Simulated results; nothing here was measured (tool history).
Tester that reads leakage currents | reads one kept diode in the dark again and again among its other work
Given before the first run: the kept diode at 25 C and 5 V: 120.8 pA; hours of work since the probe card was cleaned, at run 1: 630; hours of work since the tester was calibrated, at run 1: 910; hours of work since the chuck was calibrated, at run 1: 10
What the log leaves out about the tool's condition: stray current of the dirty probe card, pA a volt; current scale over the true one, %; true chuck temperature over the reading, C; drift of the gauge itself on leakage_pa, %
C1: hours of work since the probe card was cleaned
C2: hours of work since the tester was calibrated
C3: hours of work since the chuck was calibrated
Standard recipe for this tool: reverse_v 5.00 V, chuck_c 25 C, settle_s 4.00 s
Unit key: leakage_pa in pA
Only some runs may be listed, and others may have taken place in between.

run 1 hour=0.0 | reverse_v=5.00 chuck_c=25 settle_s=4.00 | C1=630 C2=910 C3=10 | leakage_pa=124.30
run 2 hour=71.5 | reverse_v=5.00 chuck_c=25 settle_s=4.00 | C1=678 C2=957 C3=58 | leakage_pa=124.96
run 3 hour=124.0 | reverse_v=4.84 chuck_c=25 settle_s=4.00 | C1=712 C2=992 C3=93 | leakage_pa=123.01
run 4 hour=198.7 | reverse_v=4.84 chuck_c=25 settle_s=4.00 | C1=762 C2=1042 C3=142 | leakage_pa=124.51
run 5 hour=272.6 | reverse_v=13.38 chuck_c=25 settle_s=4.00 | C1=811 C2=1091 C3=191 | leakage_pa=211.85
run 6 hour=337.1 | reverse_v=13.38 chuck_c=25 settle_s=4.00 | C1=854 C2=1133 C3=234 | leakage_pa=212.13
run 7 hour=402.4 | reverse_v=13.38 chuck_c=25 settle_s=4.00 | C1=897 C2=1177 C3=277 | leakage_pa=214.22
run 8 hour=456.1 | reverse_v=13.38 chuck_c=25 settle_s=4.00 | C1=933 C2=1212 C3=313 | leakage_pa=214.50
run 9 hour=508.5 | reverse_v=13.38 chuck_c=25 settle_s=4.00 | C1=968 C2=1247 C3=348 | leakage_pa=216.00
run 10 hour=562.1 | reverse_v=13.38 chuck_c=25 settle_s=8.41 | C1=1003 C2=1283 C3=383 | leakage_pa=216.74
run 11 hour=594.5 | reverse_v=14.58 chuck_c=39 settle_s=8.41 | C1=1025 C2=1304 C3=405 | leakage_pa=731.98
run 12 hour=667.0 | reverse_v=5.76 chuck_c=26 settle_s=4.89 | C1=1073 C2=1352 C3=453 | leakage_pa=153.34
run 13 hour=719.4 | reverse_v=4.90 chuck_c=53 settle_s=1.72 | C1=1108 C2=1387 C3=488 | leakage_pa=1257.94
run 14 hour=772.0 | reverse_v=4.90 chuck_c=53 settle_s=1.72 | C1=1142 C2=1422 C3=523 | leakage_pa=1264.64
-- hour=801.0 probe card cleaned and baked
-- hour=824.0 chuck's temperature calibrated
run 15 hour=838.0 | reverse_v=15.42 chuck_c=53 settle_s=4.87 | C1=23 C2=1462 C3=9 | leakage_pa=2152.05
run 16 hour=911.3 | reverse_v=1.46 chuck_c=53 settle_s=4.00 | C1=72 C2=1511 C3=58 | leakage_pa=661.71

For each entry between runs, how does the tool's hidden state at the last listed run before it compare with that at the first listed run after it?
In the gap between runs 14 and 15: probe card cleaned and baked (hour 801.0); chuck's temperature calibrated (hour 824.0)
  stray current of the dirty probe card, pA a volt: 0.911 -> 0.041; current scale over the true one, %: 0.27 -> 0.28; true chuck temperature over the reading, C: 0.55 -> 0.05
  measured minus no-state result, leakage_pa: +59.12 -> +14.06 pA
